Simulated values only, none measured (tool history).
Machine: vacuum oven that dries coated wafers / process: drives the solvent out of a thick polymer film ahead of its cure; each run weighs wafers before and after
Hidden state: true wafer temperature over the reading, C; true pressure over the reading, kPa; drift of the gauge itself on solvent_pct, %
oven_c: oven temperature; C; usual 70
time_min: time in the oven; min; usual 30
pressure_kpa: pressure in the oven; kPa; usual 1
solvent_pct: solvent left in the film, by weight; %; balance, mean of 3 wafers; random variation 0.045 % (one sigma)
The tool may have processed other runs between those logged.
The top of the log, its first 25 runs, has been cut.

| run | hour | oven_c | time_min | pressure_kpa | hours of work since the thermocouples were calibrated | hours of work since the vacuum gauge was cleaned of residue | solvent_pct |
|---|---|---|---|---|---|---|---|
| 26 | 229.1 | 70 | 24 | 2.31 | 571 | 432 | 7.16 |
| 27 | 235.5 | 70 | 24 | 2.31 | 575 | 437 | 7.12 |
| 28 | 247.3 | 70 | 24 | 2.31 | 584 | 446 | 7.2 |
| 29 | 258.2 | 58 | 24 | 1.86 | 593 | 454 | 12.22 |
| 30 | 265.4 | 70 | 30 | 3.7 | 598 | 460 | 6.55 |
| 31 | 272.2 | 70 | 30 | 1.93 | 603 | 465 | 5.78 |
| 32 | 280.9 | 70 | 30 | 1.93 | 610 | 471 | 5.75 |
| 33 | 290.7 | 70 | 30 | 1.93 | 617 | 479 | 5.87 |
| 34 | 298.7 | 74 | 28 | 1.43 | 623 | 485 | 4.05 |
| 35 | 310.3 | 77 | 27 | 1 | 632 | 494 | 2.92 |
| 36 | 321.6 | 69 | 27 | 2.58 | 641 | 502 | 7.09 |
| 37 | 327.4 | 81 | 44 | 0.5 | 645 | 507 | 0.51 |
| 38 | 337.2 | 81 | 44 | 0.5 | 652 | 514 | 0.47 |
| 39 | 345.1 | 81 | 44 | 0.5 | 658 | 520 | 0.49 |
| 40 | 353.9 | 81 | 44 | 0.5 | 665 | 527 | 0.53 |
| 41 | 364.5 | 63 | 30 | 1 | 673 | 535 | 8.84 |
| 42 | 374.8 | 63 | 29 | 1.01 | 681 | 542 | 8.87 |
| 43 | 380.6 | 63 | 29 | 1.01 | 685 | 547 | 9.07 |
| 44 | 391.6 | 63 | 16 | 1.6 | 694 | 555 | 11.81 |

Alternative continuations, all from the tool just after run 44; predict every row:
| A | 400.1 | 70 | 16 | 1.75 | 700 | 561 | ? |
| B | 400.1 | 70 | 30 | 1.73 | 700 | 561 | ? |
| C | 400.1 | 70 | 30 | 3.03 | 700 | 561 | ? |
| D | 400.1 | 64 | 30 | 0.75 | 700 | 561 | ? |

| run | solvent_pct |
|---|---|
| A | 9.11 |
| B | 5.7 |
| C | 6.27 |
| D | 8.14 |
With the hidden condition removed and each run's random variation left untouched, the same runs would have given:
| run | solvent_pct |
|---|---|
| A | 8.85 |
| B | 5.41 |
| C | 5.97 |
| D | 7.84 |

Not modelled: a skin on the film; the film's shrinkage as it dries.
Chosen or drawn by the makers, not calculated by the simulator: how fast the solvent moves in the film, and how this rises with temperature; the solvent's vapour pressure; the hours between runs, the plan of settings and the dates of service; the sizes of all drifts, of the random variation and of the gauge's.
